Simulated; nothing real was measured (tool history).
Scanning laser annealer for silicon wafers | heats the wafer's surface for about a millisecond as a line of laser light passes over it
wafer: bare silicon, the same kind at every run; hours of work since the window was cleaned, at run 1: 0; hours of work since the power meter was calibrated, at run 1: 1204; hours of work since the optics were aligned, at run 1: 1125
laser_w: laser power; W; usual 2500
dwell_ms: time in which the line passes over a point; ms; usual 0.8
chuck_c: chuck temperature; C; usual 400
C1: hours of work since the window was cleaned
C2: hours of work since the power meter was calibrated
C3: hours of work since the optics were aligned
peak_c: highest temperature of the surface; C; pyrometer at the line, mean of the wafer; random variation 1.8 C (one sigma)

Run 1, hour 0: usual settings; C1 0; C2 1204; C3 1125. Result: peak_c 1212 C.
Run 2, hour 32.8: usual settings but laser_w 2655 W; C1 25; C2 1229; C3 1149. Result: peak_c 1262 C.
Run 3, hour 64.6: usual settings but laser_w 2655 W; C1 49; C2 1253; C3 1173. Result: peak_c 1260 C.
Run 4, hour 104.3: usual settings but laser_w 2655 W; C1 79; C2 1282; C3 1203. Result: peak_c 1260 C.
At hour 143.6: optics aligned, line set to its width.
Run 5, hour 147.4: usual settings but laser_w 2655 W; C1 107; C2 1311; C3 3. Result: peak_c 1278 C.
Run 6, hour 196.4: usual settings but laser_w 2655 W; C1 144; C2 1348; C3 40. Result: peak_c 1276 C.
Run 7, hour 224.6: usual settings but laser_w 2655 W; C1 166; C2 1369; C3 61. Result: peak_c 1272 C.
At hour 230.7: window over the wafer cleaned.
Run 8, hour 269.9: usual settings but laser_w 2655 W; C1 30; C2 1402; C3 94. Result: peak_c 1268 C.
Run 9, hour 307.4: usual settings; C1 58; C2 1430; C3 122. Result: peak_c 1212 C.
Run 10, hour 340.5: usual settings; C1 83; C2 1455; C3 147. Result: peak_c 1216 C.
Run 11, hour 382.4: usual settings but dwell_ms 0.962 ms, chuck_c 420 C; C1 114; C2 1487; C3 179. Result: peak_c 1320 C.
Run 12, hour 414.2: usual settings but laser_w 2541 W, dwell_ms 0.808 ms, chuck_c 430 C; C1 138; C2 1511; C3 202. Result: peak_c 1261 C.
At hour 450.8: window over the wafer cleaned, once more.
Run 13, hour 450.8: usual settings but laser_w 2192 W, dwell_ms 0.808 ms, chuck_c 431 C; C1 0; C2 1537; C3 229. Result: peak_c 1160 C.
Run 14, hour 500.5: usual settings but laser_w 2192 W, dwell_ms 0.808 ms, chuck_c 431 C; C1 38; C2 1575; C3 266. Result: peak_c 1159 C.
Run 15, hour 534.6: usual settings but laser_w 2192 W, dwell_ms 0.808 ms, chuck_c 431 C; C1 63; C2 1600; C3 292. Result: peak_c 1157 C.
Run 16, hour 584.6: usual settings but laser_w 2192 W, dwell_ms 0.808 ms, chuck_c 431 C; C1 101; C2 1638; C3 330. Result: peak_c 1158 C.
Run 17, hour 622.9: usual settings but laser_w 2677 W, dwell_ms 0.787 ms, chuck_c 383 C; C1 130; C2 1667; C3 358. Result: peak_c 1256 C.

4 ways to go on from here, each from the tool as it stands after run 17. What would each give?
Run A, hour 667.5: usual settings but laser_w 2281 W, dwell_ms 0.604 ms; C1 163; C2 1700; C3 392. Result: peak_c ?.
Run B, hour 667.5: usual settings but laser_w 2707 W, dwell_ms 0.785 ms, chuck_c 406 C; C1 163; C2 1700; C3 392. Result: peak_c ?.
Run C, hour 667.5: usual settings but laser_w 2677 W, dwell_ms 0.631 ms, chuck_c 368 C; C1 163; C2 1700; C3 392. Result: peak_c ?.
Run D, hour 667.5: usual settings but dwell_ms 0.654 ms, chuck_c 402 C; C1 163; C2 1700; C3 392. Result: peak_c ?.

run  peak_c
  A    1046
  B    1289
  C    1143
  D    1142
Without the tool's hidden state the same runs would have given:
run  peak_c
  A    1045
  B    1288
  C    1142
  D    1141
